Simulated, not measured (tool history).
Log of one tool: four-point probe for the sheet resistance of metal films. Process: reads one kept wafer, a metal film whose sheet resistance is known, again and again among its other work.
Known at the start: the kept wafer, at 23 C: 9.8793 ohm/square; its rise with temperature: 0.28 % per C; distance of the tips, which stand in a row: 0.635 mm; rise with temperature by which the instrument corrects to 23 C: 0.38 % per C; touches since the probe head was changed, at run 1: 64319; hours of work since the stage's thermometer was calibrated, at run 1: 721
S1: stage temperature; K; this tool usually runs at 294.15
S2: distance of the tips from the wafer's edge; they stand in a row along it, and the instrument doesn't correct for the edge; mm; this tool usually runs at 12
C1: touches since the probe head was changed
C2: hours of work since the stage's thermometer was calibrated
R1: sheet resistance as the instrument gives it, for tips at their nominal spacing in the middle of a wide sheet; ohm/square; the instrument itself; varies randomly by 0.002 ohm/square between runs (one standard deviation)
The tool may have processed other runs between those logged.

Run 1, hour 0: usual settings; C1 64319; C2 721. Result: R1 9.799942 ohm/square.
Run 2, hour 47.2: usual settings but S1 292.15 K; C1 65883; C2 752. Result: R1 9.816689 ohm/square.
Run 3, hour 95: usual settings but S1 292.15 K; C1 67464; C2 783. Result: R1 9.813979 ohm/square.
Run 4, hour 136.1: usual settings but S1 292.15 K; C1 68829; C2 810. Result: R1 9.816345 ohm/square.
Run 5, hour 171.8: usual settings but S1 292.15 K; C1 70009; C2 833. Result: R1 9.810965 ohm/square.
At hour 178.8: stage's thermometer calibrated.
Run 6, hour 213.6: usual settings but S1 292.15 K, S2 11 mm; C1 71378; C2 23. Result: R1 9.814899 ohm/square.
At hour 257.8: new probe head fitted.
Run 7, hour 257.8: usual settings; C1 0; C2 51. Result: R1 9.891654 ohm/square.
Run 8, hour 309.2: usual settings but S2 28 mm; C1 1702; C2 84. Result: R1 9.877163 ohm/square.
Run 9, hour 358.2: usual settings but S1 303.15 K, S2 39 mm; C1 3327; C2 116. Result: R1 9.781613 ohm/square.
Run 10, hour 391.4: usual settings but S2 69 mm; C1 4428; C2 137. Result: R1 9.86996 ohm/square.
Run 11, hour 426.7: usual settings but S2 69 mm; C1 5595; C2 160. Result: R1 9.874867 ohm/square.
Run 12, hour 468.3: usual settings but S1 295.15 K, S2 15 mm; C1 6975; C2 187. Result: R1 9.871335 ohm/square.
At hour 476.5: stage's thermometer calibrated, once more.
Run 13, hour 504.1: usual settings but S1 295.15 K, S2 15 mm; C1 8144; C2 18. Result: R1 9.874301 ohm/square.
Run 14, hour 546.1: usual settings but S1 295.15 K, S2 15 mm; C1 9537; C2 45. Result: R1 9.870988 ohm/square.
Run 15, hour 607.1: usual settings but S1 295.15 K, S2 15 mm; C1 11555; C2 85. Result: R1 9.872241 ohm/square.
Run 16, hour 656.4: usual settings but S1 295.15 K, S2 22 mm; C1 13188; C2 117. Result: R1 9.864325 ohm/square.

Branching from run 16: 3 alternative next runs. What would each branch give?
Run A, hour 720.9: usual settings but S1 299.15 K, S2 51 mm; C1 15324; C2 158. Result: R1 ?.
Run B, hour 720.9: usual settings but S2 5 mm; C1 15324; C2 158. Result: R1 ?.
Run C, hour 720.9: usual settings but S1 303.15 K, S2 73 mm; C1 15324; C2 158. Result: R1 ?.

run        R1
  A   9.81727
  B  9.952666
  C  9.772824
Had the tool no hidden state, the same runs would have come out as:
run        R1
  A  9.849772
  B  9.985588
  C  9.805184

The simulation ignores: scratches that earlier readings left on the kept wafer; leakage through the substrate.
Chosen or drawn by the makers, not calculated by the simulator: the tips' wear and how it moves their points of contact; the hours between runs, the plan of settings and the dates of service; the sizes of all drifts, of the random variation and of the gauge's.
